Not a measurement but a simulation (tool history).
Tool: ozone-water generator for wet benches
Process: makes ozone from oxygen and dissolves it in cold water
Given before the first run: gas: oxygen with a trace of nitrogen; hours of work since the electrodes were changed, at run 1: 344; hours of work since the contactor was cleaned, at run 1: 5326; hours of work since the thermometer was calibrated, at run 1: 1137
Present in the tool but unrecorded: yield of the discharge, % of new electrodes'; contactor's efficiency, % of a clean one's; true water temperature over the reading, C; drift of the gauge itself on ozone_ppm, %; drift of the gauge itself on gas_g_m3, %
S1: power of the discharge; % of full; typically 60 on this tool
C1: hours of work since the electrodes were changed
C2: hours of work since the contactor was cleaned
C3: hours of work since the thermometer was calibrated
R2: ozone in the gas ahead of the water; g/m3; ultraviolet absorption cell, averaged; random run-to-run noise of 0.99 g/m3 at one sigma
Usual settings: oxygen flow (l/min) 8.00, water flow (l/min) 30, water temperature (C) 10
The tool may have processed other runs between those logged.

run 1 day=0.000 | S1=60 oxygen_flow_(l/min)=8.00 water_flow_(l/min)=30 water_temperature_(C)=10 | C1=344 C2=5326 C3=1137 | dissolved_ozone_(ppm)=16.1 R2=172.1
run 2 day=5.812 | S1=60 oxygen_flow_(l/min)=5.39 water_flow_(l/min)=30 water_temperature_(C)=10 | C1=448 C2=5429 C3=1240 | dissolved_ozone_(ppm)=15.9 R2=214.6
run 3 day=9.567 | S1=60 oxygen_flow_(l/min)=8.00 water_flow_(l/min)=30 water_temperature_(C)=10 | C1=515 C2=5496 C3=1307 | dissolved_ozone_(ppm)=16.2 R2=169.1
run 4 day=14.150 | S1=60 oxygen_flow_(l/min)=8.00 water_flow_(l/min)=30 water_temperature_(C)=10 | C1=596 C2=5578 C3=1389 | dissolved_ozone_(ppm)=16.1 R2=171.0
run 5 day=21.550 | S1=60 oxygen_flow_(l/min)=12.90 water_flow_(l/min)=30 water_temperature_(C)=10 | C1=728 C2=5709 C3=1520 | dissolved_ozone_(ppm)=15.7 R2=129.0
run 6 day=26.492 | S1=60 oxygen_flow_(l/min)=8.00 water_flow_(l/min)=30 water_temperature_(C)=10 | C1=816 C2=5797 C3=1608 | dissolved_ozone_(ppm)=16.2 R2=171.1
run 7 day=29.942 | S1=60 oxygen_flow_(l/min)=8.00 water_flow_(l/min)=30 water_temperature_(C)=10 | C1=877 C2=5859 C3=1670 | dissolved_ozone_(ppm)=15.9 R2=171.5
run 8 day=38.004 | S1=60 oxygen_flow_(l/min)=8.00 water_flow_(l/min)=30 water_temperature_(C)=10 | C1=1020 C2=6002 C3=1813 | dissolved_ozone_(ppm)=16.2 R2=170.5
run 9 day=43.367 | S1=60 oxygen_flow_(l/min)=8.00 water_flow_(l/min)=30 water_temperature_(C)=10 | C1=1116 C2=6097 C3=1908 | dissolved_ozone_(ppm)=16.1 R2=168.9
run 10 day=50.917 | S1=60 oxygen_flow_(l/min)=8.00 water_flow_(l/min)=30 water_temperature_(C)=10 | C1=1250 C2=6232 C3=2043 | dissolved_ozone_(ppm)=16.0 R2=168.9
run 11 day=56.450 | S1=60 oxygen_flow_(l/min)=8.00 water_flow_(l/min)=30 water_temperature_(C)=10 | C1=1349 C2=6330 C3=2141 | dissolved_ozone_(ppm)=16.2 R2=171.5
run 12 day=59.900 | S1=60 oxygen_flow_(l/min)=8.00 water_flow_(l/min)=30 water_temperature_(C)=10 | C1=1410 C2=6392 C3=2203 | dissolved_ozone_(ppm)=16.3 R2=170.1
run 13 day=63.508 | S1=60 oxygen_flow_(l/min)=8.00 water_flow_(l/min)=30 water_temperature_(C)=10 | C1=1474 C2=6456 C3=2267 | dissolved_ozone_(ppm)=16.0 R2=169.8
run 14 day=68.700 | S1=60 oxygen_flow_(l/min)=8.00 water_flow_(l/min)=30 water_temperature_(C)=10 | C1=1566 C2=6548 C3=2359 | dissolved_ozone_(ppm)=16.1 R2=169.2
run 15 day=75.025 | S1=60 oxygen_flow_(l/min)=8.00 water_flow_(l/min)=30 water_temperature_(C)=10 | C1=1679 C2=6661 C3=2472 | dissolved_ozone_(ppm)=16.2 R2=169.1
run 16 day=81.904 | S1=60 oxygen_flow_(l/min)=8.00 water_flow_(l/min)=30 water_temperature_(C)=10 | C1=1801 C2=6783 C3=2594 | dissolved_ozone_(ppm)=15.9 R2=168.2
run 17 day=88.033 | S1=60 oxygen_flow_(l/min)=8.00 water_flow_(l/min)=30 water_temperature_(C)=10 | C1=1910 C2=6892 C3=2703 | dissolved_ozone_(ppm)=16.2 R2=169.7
run 18 day=92.879 | S1=60 oxygen_flow_(l/min)=8.00 water_flow_(l/min)=30 water_temperature_(C)=10 | C1=1997 C2=6978 C3=2789 | dissolved_ozone_(ppm)=16.1 R2=168.9
run 19 day=98.912 | S1=60 oxygen_flow_(l/min)=8.00 water_flow_(l/min)=30 water_temperature_(C)=10 | C1=2104 C2=7085 C3=2897 | dissolved_ozone_(ppm)=16.1 R2=167.4
run 20 day=102.792 | S1=68 oxygen_flow_(l/min)=8.76 water_flow_(l/min)=30 water_temperature_(C)=10 | C1=2173 C2=7154 C3=2966 | dissolved_ozone_(ppm)=18.0 R2=177.5
run 21 day=108.225 | S1=68 oxygen_flow_(l/min)=8.76 water_flow_(l/min)=30 water_temperature_(C)=10 | C1=2269 C2=7251 C3=3062 | dissolved_ozone_(ppm)=18.0 R2=176.5
run 22 day=114.238 | S1=60 oxygen_flow_(l/min)=13.90 water_flow_(l/min)=30 water_temperature_(C)=17 | C1=2376 C2=7358 C3=3169 | dissolved_ozone_(ppm)=14.0 R2=120.3
run 23 day=119.746 | S1=47 oxygen_flow_(l/min)=4.22 water_flow_(l/min)=30 water_temperature_(C)=17 | C1=2474 C2=7456 C3=3267 | dissolved_ozone_(ppm)=11.6 R2=201.4
-- day=125.388 contactor cleaned
run 24 day=125.721 | S1=47 oxygen_flow_(l/min)=4.22 water_flow_(l/min)=30 water_temperature_(C)=17 | C1=2578 C2=6 C3=3370 | dissolved_ozone_(ppm)=11.7 R2=201.8
run 25 day=131.600 | S1=47 oxygen_flow_(l/min)=4.22 water_flow_(l/min)=22 water_temperature_(C)=16 | C1=2682 C2=110 C3=3475 | dissolved_ozone_(ppm)=17.0 R2=202.1
run 26 day=137.792 | S1=79 oxygen_flow_(l/min)=12.96 water_flow_(l/min)=19 water_temperature_(C)=6 | C1=2792 C2=221 C3=3585 | dissolved_ozone_(ppm)=31.5 R2=156.1
run 27 day=141.675 | S1=88 oxygen_flow_(l/min)=12.96 water_flow_(l/min)=19 water_temperature_(C)=6 | C1=2862 C2=290 C3=3654 | dissolved_ozone_(ppm)=34.3 R2=168.8
run 28 day=147.271 | S1=71 oxygen_flow_(l/min)=7.21 water_flow_(l/min)=22 water_temperature_(C)=11 | C1=2961 C2=389 C3=3754 | dissolved_ozone_(ppm)=24.8 R2=202.4
-- day=155.604 water thermometer calibrated
run 29 day=155.629 | S1=54 oxygen_flow_(l/min)=12.60 water_flow_(l/min)=22 water_temperature_(C)=11 | C1=3109 C2=538 C3=0 | dissolved_ozone_(ppm)=19.1 R2=118.7
run 30 day=162.579 | S1=54 oxygen_flow_(l/min)=12.60 water_flow_(l/min)=22 water_temperature_(C)=11 | C1=3233 C2=661 C3=124 | dissolved_ozone_(ppm)=19.1 R2=117.8
run 31 day=170.125 | S1=89 oxygen_flow_(l/min)=13.88 water_flow_(l/min)=47 water_temperature_(C)=11 | C1=3367 C2=795 C3=258 | dissolved_ozone_(ppm)=13.1 R2=163.1

Run 32 is up next; what results do you expect?
run 32 day=174.954 | S1=77 oxygen_flow_(l/min)=10.76 water_flow_(l/min)=25 water_temperature_(C)=10 | C1=3453 C2=881 C3=344 | dissolved_ozone_(ppm)=? R2=?

Run 32 came out at dissolved ozone (ppm) 23.5, R2 170.3 g/m3.
The same run, on a tool lacking any hidden state, would have yielded dissolved ozone (ppm) 23.5, R2 175.1 g/m3.
